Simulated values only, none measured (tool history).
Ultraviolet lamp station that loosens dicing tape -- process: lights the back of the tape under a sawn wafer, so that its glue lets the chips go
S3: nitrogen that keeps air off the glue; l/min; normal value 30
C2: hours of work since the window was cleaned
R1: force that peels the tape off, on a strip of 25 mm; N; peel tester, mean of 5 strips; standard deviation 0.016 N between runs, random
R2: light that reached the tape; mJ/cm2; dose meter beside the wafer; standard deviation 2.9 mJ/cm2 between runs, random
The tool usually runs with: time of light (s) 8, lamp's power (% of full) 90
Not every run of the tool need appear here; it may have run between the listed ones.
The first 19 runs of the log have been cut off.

run 20 day=12.283 | time_of_light_(s)=8 lamp's_power_(%_of_full)=90 S3=30 | hours_of_work_of_the_lamp=274 C2=400 | R1=0.937 R2=356
run 21 day=12.767 | time_of_light_(s)=8 lamp's_power_(%_of_full)=90 S3=30 | hours_of_work_of_the_lamp=280 C2=406 | R1=0.939 R2=357
run 22 day=13.500 | time_of_light_(s)=8 lamp's_power_(%_of_full)=90 S3=13 | hours_of_work_of_the_lamp=290 C2=416 | R1=1.371 R2=356
run 23 day=14.188 | time_of_light_(s)=8 lamp's_power_(%_of_full)=90 S3=13 | hours_of_work_of_the_lamp=299 C2=425 | R1=1.368 R2=353
run 24 day=14.721 | time_of_light_(s)=8 lamp's_power_(%_of_full)=90 S3=11 | hours_of_work_of_the_lamp=306 C2=432 | R1=1.481 R2=357
run 25 day=15.467 | time_of_light_(s)=8 lamp's_power_(%_of_full)=90 S3=11 | hours_of_work_of_the_lamp=316 C2=442 | R1=1.485 R2=354
-- day=15.900 window cleaned of glue's vapour
run 26 day=15.942 | time_of_light_(s)=8 lamp's_power_(%_of_full)=90 S3=11 | hours_of_work_of_the_lamp=322 C2=1 | R1=1.330 R2=386
run 27 day=16.608 | time_of_light_(s)=8 lamp's_power_(%_of_full)=74 S3=30 | hours_of_work_of_the_lamp=330 C2=9 | R1=1.157 R2=312
run 28 day=17.208 | time_of_light_(s)=8 lamp's_power_(%_of_full)=74 S3=30 | hours_of_work_of_the_lamp=338 C2=17 | R1=1.171 R2=315
run 29 day=17.954 | time_of_light_(s)=8 lamp's_power_(%_of_full)=74 S3=30 | hours_of_work_of_the_lamp=348 C2=27 | R1=1.193 R2=315
run 30 day=18.571 | time_of_light_(s)=10 lamp's_power_(%_of_full)=71 S3=17 | hours_of_work_of_the_lamp=356 C2=35 | R1=1.090 R2=378
run 31 day=18.992 | time_of_light_(s)=10 lamp's_power_(%_of_full)=71 S3=9 | hours_of_work_of_the_lamp=362 C2=41 | R1=1.411 R2=379
run 32 day=19.371 | time_of_light_(s)=8 lamp's_power_(%_of_full)=71 S3=30 | hours_of_work_of_the_lamp=367 C2=46 | R1=1.301 R2=300
run 33 day=20.033 | time_of_light_(s)=5 lamp's_power_(%_of_full)=70 S3=22 | hours_of_work_of_the_lamp=376 C2=54 | R1=2.739 R2=182
run 34 day=20.679 | time_of_light_(s)=7 lamp's_power_(%_of_full)=88 S3=12 | hours_of_work_of_the_lamp=384 C2=63 | R1=1.577 R2=320
run 35 day=21.371 | time_of_light_(s)=7 lamp's_power_(%_of_full)=88 S3=12 | hours_of_work_of_the_lamp=393 C2=72 | R1=1.624 R2=323
run 36 day=22.012 | time_of_light_(s)=4 lamp's_power_(%_of_full)=68 S3=49 | hours_of_work_of_the_lamp=402 C2=81 | R1=2.890 R2=142
run 37 day=22.438 | time_of_light_(s)=4 lamp's_power_(%_of_full)=68 S3=49 | hours_of_work_of_the_lamp=407 C2=86 | R1=2.921 R2=146
run 38 day=23.146 | time_of_light_(s)=12 lamp's_power_(%_of_full)=77 S3=9 | hours_of_work_of_the_lamp=417 C2=95 | R1=0.957 R2=483
run 39 day=23.925 | time_of_light_(s)=4 lamp's_power_(%_of_full)=77 S3=9 | hours_of_work_of_the_lamp=427 C2=106 | R1=3.641 R2=161
run 40 day=24.504 | time_of_light_(s)=9 lamp's_power_(%_of_full)=66 S3=9 | hours_of_work_of_the_lamp=434 C2=113 | R1=1.858 R2=309
run 41 day=24.954 | time_of_light_(s)=12 lamp's_power_(%_of_full)=67 S3=30 | hours_of_work_of_the_lamp=440 C2=119 | R1=0.696 R2=414
run 42 day=25.804 | time_of_light_(s)=4 lamp's_power_(%_of_full)=85 S3=30 | hours_of_work_of_the_lamp=452 C2=130 | R1=2.504 R2=173
run 43 day=26.525 | time_of_light_(s)=4 lamp's_power_(%_of_full)=85 S3=30 | hours_of_work_of_the_lamp=461 C2=140 | R1=2.625 R2=173

Forecast each of these 4 alternatives for the next run:
run A day=27.042 | time_of_light_(s)=8 lamp's_power_(%_of_full)=90 S3=18 | hours_of_work_of_the_lamp=468 C2=147 | R1=? R2=?
run B day=27.042 | time_of_light_(s)=8 lamp's_power_(%_of_full)=90 S3=15 | hours_of_work_of_the_lamp=468 C2=147 | R1=? R2=?
run C day=27.042 | time_of_light_(s)=8 lamp's_power_(%_of_full)=68 S3=30 | hours_of_work_of_the_lamp=468 C2=147 | R1=? R2=?
run D day=27.042 | time_of_light_(s)=14 lamp's_power_(%_of_full)=65 S3=54 | hours_of_work_of_the_lamp=468 C2=147 | R1=? R2=?

run=A R1=1.114 R2=372
run=B R1=1.191 R2=368
run=C R1=1.429 R2=275
run=D R1=0.445 R2=460
The same runs, with their run-to-run variation unchanged, on a tool lacking any hidden condition would have given:
run=A R1=0.933 R2=411
run=B R1=1.002 R2=407
run=C R1=1.221 R2=304
run=D R1=0.368 R2=509

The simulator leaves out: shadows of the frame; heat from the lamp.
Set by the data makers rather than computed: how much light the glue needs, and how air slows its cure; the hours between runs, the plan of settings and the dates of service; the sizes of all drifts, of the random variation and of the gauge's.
